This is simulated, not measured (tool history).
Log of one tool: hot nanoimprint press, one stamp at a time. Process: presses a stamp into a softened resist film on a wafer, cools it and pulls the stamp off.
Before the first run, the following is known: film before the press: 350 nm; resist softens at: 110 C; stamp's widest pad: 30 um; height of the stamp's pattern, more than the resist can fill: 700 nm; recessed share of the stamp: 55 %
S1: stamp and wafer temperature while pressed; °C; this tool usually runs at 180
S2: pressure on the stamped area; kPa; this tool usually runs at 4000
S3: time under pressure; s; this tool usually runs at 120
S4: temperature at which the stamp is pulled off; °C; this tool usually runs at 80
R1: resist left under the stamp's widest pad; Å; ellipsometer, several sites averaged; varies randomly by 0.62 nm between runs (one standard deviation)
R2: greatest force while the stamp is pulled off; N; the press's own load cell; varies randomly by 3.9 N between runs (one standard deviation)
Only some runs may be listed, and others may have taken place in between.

run   hour   S1    S2   S3  S4    R1   R2
  1    0.0  180  4000  120  80  1801  184
  2   14.2  180  4000  120  80  1793  185
  3   28.0  180  4000  120  80  1783  197
  4   34.3  180  4000  164  80  1633  195
  5   40.8  180  4000  164  80  1622  190
  6   52.7  180  4000  183  80  1571  188
  7   63.9  180  4000  183  80  1564  189
  8   71.9  180  4000  183  80  1556  187
  9   78.9  180  4000  120  80  1787  192
 10   90.6  180  4000  120  80  1779  191
 11   97.1  180  4000  120  80  1770  185
 12  103.1  180  4000  120  80  1771  194
 13  110.7  180  4000  120  80  1774  190
 14  119.7  180  4000  120  80  1769  192
 15  126.1  180  4000   97  80  1877  191
 16  137.1  180  4000   97  80  1895  193
 17  153.2  180  3250   86  74  2158  206
 18  159.8  190  4000  120  80  1283  191
 19  167.0  183  2460  104  75  2170  203
 20  174.7  183  2460  104  75  2160  208
 21  185.4  190  4110  120  80  1278  187
 22  198.0  190  4140  120  80  1254  184
 23  206.4  180  4000   63  75  2118  213
 24  220.4  180  4000   63  75  2121  202
 25  226.7  180  4000   63  75  2107  201
 26  236.2  180  4000  149  77  1646  195
 27  244.8  180  4000   76  67  2018  226
 28  253.6  181  4000  120  72  1743  211
 29  264.5  181  4000  120  72  1730  213
 30  278.7  176  2990  120  80  2334  191
 31  286.0  181  2990  213  80  1693  189

Not shown here: 2 entries made in the log between runs. Locate each between two listed runs and compare the hidden state at the listed run before it with the hidden state at the listed run after it:
After run 16, before run 17: stamp cleaned and given a new release coat (hour 150.0)
  grip of the stamp's worn release coat, % over a new coat's: 0.9 -> 0; drift of the gauge itself on residual_nm, %: -1.19 -> -1.28
  measured minus no-state result, R1: -22 -> -27 Å
After run 27, before run 28: gauge calibrated (hour 248.1)
  drift of the gauge itself on residual_nm, %: -2.08 -> -0.05
  measured minus no-state result, R1: -42 -> -1 Å
